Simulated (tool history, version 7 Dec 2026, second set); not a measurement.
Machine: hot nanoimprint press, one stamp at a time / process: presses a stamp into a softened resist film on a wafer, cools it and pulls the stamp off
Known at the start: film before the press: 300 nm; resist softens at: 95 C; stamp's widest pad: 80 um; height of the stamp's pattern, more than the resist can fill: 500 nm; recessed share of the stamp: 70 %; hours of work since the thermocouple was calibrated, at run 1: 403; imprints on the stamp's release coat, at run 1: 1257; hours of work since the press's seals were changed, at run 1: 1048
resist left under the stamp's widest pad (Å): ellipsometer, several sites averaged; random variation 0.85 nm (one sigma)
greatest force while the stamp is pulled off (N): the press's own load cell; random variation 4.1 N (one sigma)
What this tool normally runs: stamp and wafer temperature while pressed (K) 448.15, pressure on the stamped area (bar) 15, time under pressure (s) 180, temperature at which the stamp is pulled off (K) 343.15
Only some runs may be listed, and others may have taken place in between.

| run | day | stamp and wafer temperature while pressed (K) | pressure on the stamped area (bar) | time under pressure (s) | temperature at which the stamp is pulled off (K) | hours of work since the thermocouple was calibrated | imprints on the stamp's release coat | hours of work since the press's seals were changed | resist left under the stamp's widest pad (Å) | greatest force while the stamp is pulled off (N) |
|---|---|---|---|---|---|---|---|---|---|---|
| 1 | 0 | 448.15 | 15 | 180 | 343.15 | 403 | 1257 | 1048 | 1115 | 302 |
| 2 | 1.192 | 448.15 | 15 | 180 | 343.15 | 422 | 1357 | 1066 | 1117 | 336 |
|  | 2.429 | press's hydraulic seals changed and the load cell set to zero |
| 3 | 3.517 | 448.15 | 15 | 180 | 347.15 | 453 | 1524 | 17 | 1083 | 314 |
| 4 | 5.058 | 448.15 | 15 | 180 | 347.15 | 477 | 1653 | 41 | 1086 | 343 |
| 5 | 6.442 | 448.15 | 15 | 180 | 343.15 | 499 | 1769 | 63 | 1094 | 369 |
| 6 | 7.629 | 448.15 | 15 | 180 | 343.15 | 518 | 1868 | 82 | 1081 | 384 |
| 7 | 8.717 | 444.15 | 15 | 180 | 343.15 | 535 | 1959 | 99 | 1241 | 409 |
| 8 | 9.975 | 448.15 | 15 | 180 | 343.15 | 554 | 2064 | 119 | 1087 | 404 |
|  | 11.096 | plate thermocouple calibrated |
| 9 | 11.821 | 448.15 | 15 | 180 | 343.15 | 11 | 2208 | 146 | 1046 | 408 |
|  | 13.812 | stamp cleaned and given a new release coat |
| 10 | 14.238 | 448.15 | 15 | 180 | 343.15 | 46 | 36 | 180 | 1050 | 193 |
| 11 | 15.233 | 448.15 | 15 | 304 | 343.15 | 61 | 119 | 195 | 841 | 200 |
| 12 | 17.396 | 448.15 | 15 | 304 | 343.15 | 95 | 300 | 230 | 843 | 214 |
| 13 | 19.058 | 448.15 | 15 | 304 | 343.15 | 121 | 439 | 256 | 840 | 235 |
|  | 20.125 | plate thermocouple calibrated, once more |
| 14 | 20.208 | 448.15 | 15 | 113 | 343.15 | 1 | 525 | 272 | 1367 | 245 |
| 15 | 22.508 | 448.15 | 15 | 228 | 343.15 | 37 | 717 | 308 | 1055 | 261 |
| 16 | 24.175 | 448.15 | 15 | 177 | 343.15 | 64 | 857 | 334 | 1148 | 285 |
| 17 | 26.158 | 448.15 | 15 | 101 | 346.15 | 95 | 1023 | 365 | 1419 | 284 |
| 18 | 27.458 | 448.15 | 15 | 180 | 335.15 | 115 | 1132 | 386 | 1139 | 338 |
| 19 | 29.596 | 441.15 | 12.7 | 116 | 334.15 | 149 | 1310 | 419 | 1771 | 360 |
| 20 | 31.875 | 441.15 | 12.7 | 116 | 334.15 | 185 | 1501 | 455 | 1758 | 400 |
| 21 | 33.579 | 441.15 | 12.7 | 116 | 334.15 | 212 | 1644 | 482 | 1757 | 414 |
| 22 | 34.946 | 441.15 | 12.7 | 116 | 336.15 | 233 | 1758 | 504 | 1773 | 421 |
| 23 | 36.754 | 439.15 | 9.3 | 118 | 336.15 | 262 | 1910 | 532 | 2032 | 437 |
| 24 | 38.7 | 439.15 | 9.3 | 118 | 336.15 | 292 | 2072 | 563 | 2074 | 468 |
| 25 | 40.188 | 448.15 | 15 | 164 | 342.15 | 316 | 2197 | 586 | 1161 | 447 |
| 26 | 41.971 | 448.15 | 15 | 164 | 342.15 | 344 | 2346 | 614 | 1169 | 457 |
|  | 42.404 | stamp cleaned and given a new release coat |
| 27 | 44.021 | 448.15 | 15 | 164 | 342.15 | 372 | 136 | 642 | 1172 | 206 |
| 28 | 46.179 | 448.15 | 15 | 180 | 343.15 | 406 | 316 | 676 | 1109 | 221 |
| 29 | 48.008 | 448.15 | 15 | 180 | 343.15 | 435 | 470 | 705 | 1115 | 237 |
| 30 | 50.221 | 460.15 | 15 | 200 | 349.15 | 469 | 655 | 740 | 744 | 229 |
| 31 | 51.458 | 460.15 | 15 | 200 | 349.15 | 489 | 758 | 759 | 751 | 245 |

Subtracting, for every run, the result it would have given without the tool's unlogged condition from the measured result gives the following. The same run-to-run variation enters both numbers; the gauge's scatter may not:
The hidden state here: true temperature over the reading, C; pressure that arrives at the usual setting, %; grip of the stamp's worn release coat, % over a new coat's; drift of the gauge itself on residual_nm, %; drift of the gauge itself on pull_off_n, %.
| run | resist left under the stamp's widest pad (Å) | greatest force while the stamp is pulled off (N) |
|---|---|---|
| 1 | -34 | +114 |
| 2 | -37 | +133 |
| 3 | -62 | +133 |
| 4 | -65 | +154 |
| 5 | -68 | +173 |
| 6 | -69 | +187 |
| 7 | -82 | +204 |
| 8 | -71 | +208 |
| 9 | -104 | +216 |
| 10 | -106 | -6 |
| 11 | -91 | +0 |
| 12 | -95 | +16 |
| 13 | -96 | +30 |
| 14 | +4 | +48 |
| 15 | +0 | +67 |
| 16 | -3 | +84 |
| 17 | -7 | +95 |
| 18 | -9 | +121 |
| 19 | -19 | +143 |
| 20 | -24 | +173 |
| 21 | -28 | +190 |
| 22 | -31 | +201 |
| 23 | -39 | +219 |
| 24 | -45 | +247 |
| 25 | -30 | +242 |
| 26 | -33 | +256 |
| 27 | -36 | +8 |
| 28 | -38 | +24 |
| 29 | -41 | +38 |
| 30 | -25 | +50 |
| 31 | -27 | +60 |
